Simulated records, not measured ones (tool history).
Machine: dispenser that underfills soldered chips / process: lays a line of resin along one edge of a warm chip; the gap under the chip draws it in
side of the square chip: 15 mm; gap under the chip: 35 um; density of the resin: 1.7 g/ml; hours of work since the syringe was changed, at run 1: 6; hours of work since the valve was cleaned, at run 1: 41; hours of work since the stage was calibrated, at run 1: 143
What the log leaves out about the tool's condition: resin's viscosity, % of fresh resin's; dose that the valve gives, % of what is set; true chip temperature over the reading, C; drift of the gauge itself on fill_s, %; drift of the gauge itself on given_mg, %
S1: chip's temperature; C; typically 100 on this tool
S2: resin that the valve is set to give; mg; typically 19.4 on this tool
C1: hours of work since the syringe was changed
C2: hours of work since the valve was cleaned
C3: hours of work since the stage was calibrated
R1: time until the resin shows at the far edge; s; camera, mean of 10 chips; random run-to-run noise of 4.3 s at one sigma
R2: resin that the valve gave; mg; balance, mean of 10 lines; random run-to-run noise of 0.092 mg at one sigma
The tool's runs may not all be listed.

{"run": 1, "hour": 0.0, "S1": 100, "S2": 19.4, "C1": 6, "C2": 41, "C3": 143, "R1": 673.5, "R2": 18.68}
{"hour": 0.9, "done": "new syringe of resin"}
{"run": 2, "hour": 5.2, "S1": 100, "S2": 19.4, "C1": 3, "C2": 45, "C3": 147, "R1": 544.5, "R2": 18.81}
{"hour": 9.8, "done": "new syringe of resin"}
{"run": 3, "hour": 16.5, "S1": 100, "S2": 22.8, "C1": 5, "C2": 52, "C3": 154, "R1": 590.7, "R2": 21.98}
{"hour": 18.8, "done": "new syringe of resin"}
{"hour": 27.5, "done": "new syringe of resin"}
{"run": 4, "hour": 27.5, "S1": 100, "S2": 19.4, "C1": 0, "C2": 59, "C3": 161, "R1": 431.9, "R2": 18.43}
{"hour": 36.3, "done": "new syringe of resin"}
{"run": 5, "hour": 37.5, "S1": 100, "S2": 19.4, "C1": 1, "C2": 66, "C3": 168, "R1": 460.5, "R2": 18.52}
{"hour": 43.1, "done": "dispensing valve cleaned and set on the balance"}
{"run": 6, "hour": 44.9, "S1": 100, "S2": 19.4, "C1": 5, "C2": 1, "C3": 172, "R1": 630.2, "R2": 19.41}
{"hour": 46.2, "done": "new syringe of resin"}
{"run": 7, "hour": 53.6, "S1": 98, "S2": 19.4, "C1": 5, "C2": 7, "C3": 178, "R1": 671.3, "R2": 19.16}
{"hour": 55.7, "done": "new syringe of resin"}
{"run": 8, "hour": 64.0, "S1": 100, "S2": 22.4, "C1": 6, "C2": 14, "C3": 185, "R1": 641.2, "R2": 22.13}
{"hour": 65.2, "done": "new syringe of resin"}
{"run": 9, "hour": 70.8, "S1": 100, "S2": 19.4, "C1": 4, "C2": 18, "C3": 189, "R1": 564.1, "R2": 19.08}
{"hour": 74.5, "done": "new syringe of resin"}
{"run": 10, "hour": 79.3, "S1": 95, "S2": 19.4, "C1": 3, "C2": 24, "C3": 195, "R1": 670.3, "R2": 18.95}
{"hour": 83.7, "done": "new syringe of resin"}
{"run": 11, "hour": 88.7, "S1": 95, "S2": 19.4, "C1": 3, "C2": 30, "C3": 201, "R1": 674.3, "R2": 19}
{"hour": 92.8, "done": "new syringe of resin"}
{"run": 12, "hour": 97.8, "S1": 95, "S2": 19.4, "C1": 3, "C2": 36, "C3": 207, "R1": 681.7, "R2": 18.79}
{"hour": 102.4, "done": "new syringe of resin"}
{"run": 13, "hour": 105.2, "S1": 97, "S2": 19.4, "C1": 2, "C2": 41, "C3": 212, "R1": 558.9, "R2": 18.93}
{"hour": 111.8, "done": "new syringe of resin"}
{"run": 14, "hour": 112.2, "S1": 97, "S2": 25, "C1": 0, "C2": 45, "C3": 216, "R1": 465.8, "R2": 24.16}

Estimate the outcome of run 15 from the log above:
{"hour": 120.7, "done": "new syringe of resin"}
{"run": 15, "hour": 123.8, "S1": 97, "S2": 25, "C1": 2, "C2": 53, "C3": 224, "R1": "?", "R2": "?"}

R1: 540 s
R2: 23.96 mg
If the tool had no hidden condition, the same run with the same run-to-run variation would have returned R1 469.4 s, R2 25 mg.
